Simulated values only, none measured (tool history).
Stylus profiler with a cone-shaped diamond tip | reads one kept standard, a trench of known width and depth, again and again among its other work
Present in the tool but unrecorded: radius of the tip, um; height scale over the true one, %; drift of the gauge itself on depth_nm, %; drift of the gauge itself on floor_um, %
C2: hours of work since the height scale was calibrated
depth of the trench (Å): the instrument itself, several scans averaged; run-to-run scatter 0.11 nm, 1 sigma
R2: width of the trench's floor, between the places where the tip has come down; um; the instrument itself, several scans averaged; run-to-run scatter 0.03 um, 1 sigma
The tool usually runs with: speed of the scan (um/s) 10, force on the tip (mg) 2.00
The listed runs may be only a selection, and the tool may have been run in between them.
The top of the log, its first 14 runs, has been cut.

{"run": 15, "day": 10.383, "speed of the scan (um/s)": 10, "force on the tip (mg)": 4.95, "scans with this tip": 3779, "C2": 355, "depth of the trench (Å)": 2044.3, "R2": 17.92}
{"run": 16, "day": 11.279, "speed of the scan (um/s)": 10, "force on the tip (mg)": 4.95, "scans with this tip": 3913, "C2": 367, "depth of the trench (Å)": 2044.2, "R2": 17.87}
{"run": 17, "day": 11.912, "speed of the scan (um/s)": 10, "force on the tip (mg)": 4.95, "scans with this tip": 4009, "C2": 376, "depth of the trench (Å)": 2046.1, "R2": 17.88}
{"run": 18, "day": 12.642, "speed of the scan (um/s)": 10, "force on the tip (mg)": 4.95, "scans with this tip": 4118, "C2": 387, "depth of the trench (Å)": 2045.8, "R2": 17.9}
{"run": 19, "day": 13.3, "speed of the scan (um/s)": 10, "force on the tip (mg)": 4.95, "scans with this tip": 4218, "C2": 396, "depth of the trench (Å)": 2045.2, "R2": 18.0}
{"run": 20, "day": 13.858, "speed of the scan (um/s)": 17, "force on the tip (mg)": 2.0, "scans with this tip": 4302, "C2": 404, "depth of the trench (Å)": 2024.4, "R2": 17.87}
{"run": 21, "day": 14.646, "speed of the scan (um/s)": 17, "force on the tip (mg)": 2.0, "scans with this tip": 4420, "C2": 415, "depth of the trench (Å)": 2027.0, "R2": 17.87}
{"run": 22, "day": 15.775, "speed of the scan (um/s)": 24, "force on the tip (mg)": 2.0, "scans with this tip": 4590, "C2": 431, "depth of the trench (Å)": 2027.9, "R2": 17.88}
{"run": 23, "day": 16.371, "speed of the scan (um/s)": 35, "force on the tip (mg)": 1.97, "scans with this tip": 4680, "C2": 439, "depth of the trench (Å)": 2024.8, "R2": 17.8}
{"run": 24, "day": 17.429, "speed of the scan (um/s)": 35, "force on the tip (mg)": 1.97, "scans with this tip": 4839, "C2": 454, "depth of the trench (Å)": 2027.6, "R2": 17.86}
{"run": 25, "day": 18.0, "speed of the scan (um/s)": 4, "force on the tip (mg)": 2.91, "scans with this tip": 4925, "C2": 462, "depth of the trench (Å)": 2031.8, "R2": 17.89}
{"run": 26, "day": 18.512, "speed of the scan (um/s)": 13, "force on the tip (mg)": 1.53, "scans with this tip": 5002, "C2": 470, "depth of the trench (Å)": 2025.0, "R2": 17.87}
{"run": 27, "day": 19.5, "speed of the scan (um/s)": 29, "force on the tip (mg)": 1.22, "scans with this tip": 5151, "C2": 484, "depth of the trench (Å)": 2020.3, "R2": 17.83}
{"run": 28, "day": 20.538, "speed of the scan (um/s)": 29, "force on the tip (mg)": 1.22, "scans with this tip": 5307, "C2": 498, "depth of the trench (Å)": 2020.3, "R2": 17.8}
{"run": 29, "day": 21.3, "speed of the scan (um/s)": 8, "force on the tip (mg)": 0.81, "scans with this tip": 5422, "C2": 509, "depth of the trench (Å)": 2017.8, "R2": 17.85}
{"run": 30, "day": 21.925, "speed of the scan (um/s)": 13, "force on the tip (mg)": 3.24, "scans with this tip": 5516, "C2": 518, "depth of the trench (Å)": 2035.9, "R2": 17.8}
{"run": 31, "day": 22.404, "speed of the scan (um/s)": 6, "force on the tip (mg)": 1.42, "scans with this tip": 5588, "C2": 525, "depth of the trench (Å)": 2022.1, "R2": 17.87}
{"run": 32, "day": 22.904, "speed of the scan (um/s)": 21, "force on the tip (mg)": 5.48, "scans with this tip": 5663, "C2": 532, "depth of the trench (Å)": 2048.8, "R2": 17.86}
{"run": 33, "day": 23.692, "speed of the scan (um/s)": 13, "force on the tip (mg)": 1.33, "scans with this tip": 5782, "C2": 543, "depth of the trench (Å)": 2021.2, "R2": 17.81}
{"run": 34, "day": 24.412, "speed of the scan (um/s)": 6, "force on the tip (mg)": 0.83, "scans with this tip": 5890, "C2": 553, "depth of the trench (Å)": 2019.5, "R2": 17.81}
{"run": 35, "day": 24.975, "speed of the scan (um/s)": 15, "force on the tip (mg)": 1.11, "scans with this tip": 5975, "C2": 561, "depth of the trench (Å)": 2023.3, "R2": 17.83}
{"run": 36, "day": 25.75, "speed of the scan (um/s)": 15, "force on the tip (mg)": 1.11, "scans with this tip": 6092, "C2": 572, "depth of the trench (Å)": 2022.4, "R2": 17.83}
{"run": 37, "day": 26.925, "speed of the scan (um/s)": 7, "force on the tip (mg)": 2.09, "scans with this tip": 6269, "C2": 589, "depth of the trench (Å)": 2029.0, "R2": 17.88}

Below are 3 alternative next runs, each starting from the tool's condition after run 37. Predict each:
{"run": "A", "day": 27.458, "speed of the scan (um/s)": 12, "force on the tip (mg)": 1.24, "scans with this tip": 6349, "C2": 596, "depth of the trench (Å)": "?", "R2": "?"}
{"run": "B", "day": 27.458, "speed of the scan (um/s)": 3, "force on the tip (mg)": 1.75, "scans with this tip": 6349, "C2": 596, "depth of the trench (Å)": "?", "R2": "?"}
{"run": "C", "day": 27.458, "speed of the scan (um/s)": 18, "force on the tip (mg)": 0.74, "scans with this tip": 6349, "C2": 596, "depth of the trench (Å)": "?", "R2": "?"}

run=A depth_of_the_trench_(Å)=2022.0 R2=17.91
run=B depth_of_the_trench_(Å)=2027.4 R2=17.86
run=C depth_of_the_trench_(Å)=2018.2 R2=17.82
Take away the tool's hidden state, keep each run's random variation, and the runs would have read:
run=A depth_of_the_trench_(Å)=2016.4 R2=18.08
run=B depth_of_the_trench_(Å)=2021.8 R2=18.02
run=C depth_of_the_trench_(Å)=2012.7 R2=17.99
